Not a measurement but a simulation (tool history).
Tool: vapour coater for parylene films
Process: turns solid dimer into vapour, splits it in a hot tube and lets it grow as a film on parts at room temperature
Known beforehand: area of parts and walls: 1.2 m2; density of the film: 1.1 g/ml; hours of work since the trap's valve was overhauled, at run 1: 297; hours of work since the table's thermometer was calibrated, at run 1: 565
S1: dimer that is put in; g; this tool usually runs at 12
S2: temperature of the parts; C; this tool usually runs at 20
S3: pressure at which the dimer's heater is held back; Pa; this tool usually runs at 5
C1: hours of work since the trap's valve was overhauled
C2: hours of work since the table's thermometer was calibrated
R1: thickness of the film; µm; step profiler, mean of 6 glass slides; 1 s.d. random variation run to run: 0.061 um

run,day,S1,S2,S3,C1,C2,R1
1,0,12,20,5,297,565,6.4
2,0.683,12,20,8.28,310,578,6.13
3,1.762,12,20,5,330,599,6.33
4,2.504,12,20,10.93,344,613,5.91
5,3.038,12,20,10.93,355,623,5.9
6,3.633,12,20,10.93,366,634,5.84
7,4.492,12,20,5.09,382,651,6.11
8,5.35,12,20,5.09,399,667,6.07
9,5.904,12,20,7.56,409,678,5.9
10,6.833,5,13,4.61,427,695,3.28
11,7.35,13,20,2.33,437,705,6.76
12,7.9,13,20,2.33,447,716,6.93
13,9.067,13,27,5.64,470,738,4.61
14,10.1,13,27,5.64,489,758,4.58
# day 10.621: trap's valve overhauled
15,11.15,12,26,5.63,10,775,5.12
16,12.179,12,26,5.63,30,794,5.14
17,13.004,19,20,7.07,45,810,10.49
18,13.521,5,31,2.46,55,820,1.77

Here are 3 independent what-if runs from the current tool condition. What would each one return?
A,14.608,17,19,2.16,76,840,?
B,14.608,5,31,2.46,76,840,?
C,14.608,12,20,5,76,840,?

run,R1
A,10.67
B,1.74
C,6.74
Without the tool's hidden state the same runs would have given:
run,R1
A,11.35
B,1.85
C,7.17
